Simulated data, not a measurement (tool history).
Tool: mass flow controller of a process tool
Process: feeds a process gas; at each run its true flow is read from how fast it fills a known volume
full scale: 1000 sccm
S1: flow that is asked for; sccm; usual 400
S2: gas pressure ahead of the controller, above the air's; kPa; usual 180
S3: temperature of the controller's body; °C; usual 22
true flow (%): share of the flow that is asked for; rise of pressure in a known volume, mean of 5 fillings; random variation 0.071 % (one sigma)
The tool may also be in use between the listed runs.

{"run": 1, "day": 0.0, "S1": 400, "S2": 180, "S3": 22, "true flow (%)": 97.6}
{"run": 2, "day": 13.942, "S1": 400, "S2": 150, "S3": 22, "true flow (%)": 97.64}
{"run": 3, "day": 21.267, "S1": 400, "S2": 150, "S3": 22, "true flow (%)": 97.51}
{"run": 4, "day": 29.188, "S1": 400, "S2": 150, "S3": 22, "true flow (%)": 97.47}
{"run": 5, "day": 45.538, "S1": 400, "S2": 150, "S3": 22, "true flow (%)": 97.42}
{"run": 6, "day": 57.912, "S1": 346, "S2": 180, "S3": 22, "true flow (%)": 96.92}
{"run": 7, "day": 71.958, "S1": 400, "S2": 180, "S3": 35, "true flow (%)": 95.96}
{"run": 8, "day": 83.5, "S1": 400, "S2": 180, "S3": 35, "true flow (%)": 95.87}
{"run": 9, "day": 96.908, "S1": 400, "S2": 180, "S3": 35, "true flow (%)": 95.72}
{"run": 10, "day": 104.588, "S1": 400, "S2": 180, "S3": 22, "true flow (%)": 96.89}
{"run": 11, "day": 112.338, "S1": 400, "S2": 180, "S3": 22, "true flow (%)": 96.85}
{"run": 12, "day": 123.808, "S1": 400, "S2": 180, "S3": 22, "true flow (%)": 96.8}
{"run": 13, "day": 132.225, "S1": 400, "S2": 180, "S3": 29, "true flow (%)": 95.91}
{"run": 14, "day": 147.733, "S1": 745, "S2": 180, "S3": 22, "true flow (%)": 97.55}
{"run": 15, "day": 163.617, "S1": 400, "S2": 180, "S3": 22, "true flow (%)": 96.4}
{"run": 16, "day": 173.712, "S1": 400, "S2": 180, "S3": 22, "true flow (%)": 96.43}
{"run": 17, "day": 185.675, "S1": 400, "S2": 180, "S3": 22, "true flow (%)": 96.31}
{"run": 18, "day": 192.938, "S1": 400, "S2": 180, "S3": 22, "true flow (%)": 96.29}
{"run": 19, "day": 204.125, "S1": 400, "S2": 180, "S3": 22, "true flow (%)": 96.26}
{"run": 20, "day": 212.558, "S1": 400, "S2": 180, "S3": 22, "true flow (%)": 96.19}
{"run": 21, "day": 220.092, "S1": 400, "S2": 180, "S3": 21, "true flow (%)": 96.21}
{"run": 22, "day": 234.938, "S1": 400, "S2": 180, "S3": 22, "true flow (%)": 95.94}
{"run": 23, "day": 241.892, "S1": 432, "S2": 167, "S3": 22, "true flow (%)": 96.2}
{"run": 24, "day": 250.954, "S1": 432, "S2": 167, "S3": 22, "true flow (%)": 96.06}
{"run": 25, "day": 262.012, "S1": 855, "S2": 173, "S3": 22, "true flow (%)": 97.15}
{"run": 26, "day": 272.296, "S1": 289, "S2": 267, "S3": 22, "true flow (%)": 94.44}
{"day": 279.575, "done": "controller's zero set anew"}
{"run": 27, "day": 283.904, "S1": 947, "S2": 180, "S3": 24, "true flow (%)": 97.5}
{"run": 28, "day": 293.858, "S1": 947, "S2": 180, "S3": 24, "true flow (%)": 97.52}
{"run": 29, "day": 306.217, "S1": 947, "S2": 195, "S3": 28, "true flow (%)": 97.08}

The next listed run, before its measurement:
{"run": 30, "day": 315.508, "S1": 947, "S2": 216, "S3": 28, "true flow (%)": "?"}

{"run 30": {"true flow (%)": 96.84}}
Without the tool's hidden state the same run would have given true flow (%) 99.57.

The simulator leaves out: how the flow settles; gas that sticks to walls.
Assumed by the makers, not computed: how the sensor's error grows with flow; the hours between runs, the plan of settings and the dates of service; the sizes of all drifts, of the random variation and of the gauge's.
